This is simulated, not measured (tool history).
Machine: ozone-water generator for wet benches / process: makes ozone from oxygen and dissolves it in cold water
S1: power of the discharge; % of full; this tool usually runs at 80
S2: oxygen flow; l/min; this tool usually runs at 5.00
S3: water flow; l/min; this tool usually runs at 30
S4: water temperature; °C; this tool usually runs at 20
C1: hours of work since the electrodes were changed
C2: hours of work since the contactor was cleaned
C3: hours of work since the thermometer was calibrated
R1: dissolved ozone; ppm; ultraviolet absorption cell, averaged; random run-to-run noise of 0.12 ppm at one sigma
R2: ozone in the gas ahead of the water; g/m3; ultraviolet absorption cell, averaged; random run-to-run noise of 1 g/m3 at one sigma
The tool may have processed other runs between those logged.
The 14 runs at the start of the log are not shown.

| run | hour | S1 | S2 | S3 | S4 | C1 | C2 | C3 | R1 | R2 |
|---|---|---|---|---|---|---|---|---|---|---|
| 15 | 1946.9 | 80 | 5.00 | 20 | 20 | 2025 | 1529 | 2252 | 16.3 | 179.1 |
| 16 | 2110.3 | 80 | 5.00 | 30 | 20 | 2164 | 1667 | 2391 | 11.8 | 178.5 |
| 17 | 2234.4 | 56 | 6.93 | 36 | 12 | 2270 | 1773 | 2497 | 9.0 | 118.4 |
| 18 | 2373.8 | 46 | 7.92 | 21 | 19 | 2388 | 1891 | 2615 | 11.0 | 96.7 |
| 19 | 2514.9 | 46 | 7.92 | 39 | 13 | 2508 | 2011 | 2735 | 7.3 | 97.9 |
| 20 | 2604.8 | 70 | 4.05 | 39 | 13 | 2585 | 2088 | 2812 | 8.5 | 184.4 |
| 21 | 2722.3 | 76 | 3.45 | 43 | 13 | 2685 | 2188 | 2911 | 7.9 | 208.6 |
| 22 | 2902.9 | 76 | 3.45 | 43 | 13 | 2838 | 2341 | 3065 | 7.7 | 211.3 |
| 23 | 2991.0 | 47 | 5.00 | 30 | 27 | 2913 | 2416 | 3140 | 7.5 | 125.0 |
| 24 | 3185.7 | 47 | 5.00 | 30 | 27 | 3079 | 2582 | 3305 | 7.6 | 124.8 |
| 25 | 3381.9 | 47 | 5.00 | 30 | 27 | 3245 | 2748 | 3472 | 7.5 | 125.4 |
| 26 | 3521.4 | 72 | 3.70 | 18 | 21 | 3364 | 2867 | 3591 | 16.5 | 193.8 |
|  | 3686.1 | contactor cleaned |
| 27 | 3722.3 | 80 | 5.00 | 30 | 22 | 3531 | 31 | 3758 | 11.5 | 178.2 |

For run 28, what comes out?
| 28 | 3918.9 | 60 | 2.86 | 21 | 20 | 3698 | 198 | 3925 | ? | ? |

R1: 12.4 ppm
R2: 199.2 g/m3
Had the tool carried no hidden state, the very same run would have given R1 12.4 ppm, R2 199.7 g/m3.

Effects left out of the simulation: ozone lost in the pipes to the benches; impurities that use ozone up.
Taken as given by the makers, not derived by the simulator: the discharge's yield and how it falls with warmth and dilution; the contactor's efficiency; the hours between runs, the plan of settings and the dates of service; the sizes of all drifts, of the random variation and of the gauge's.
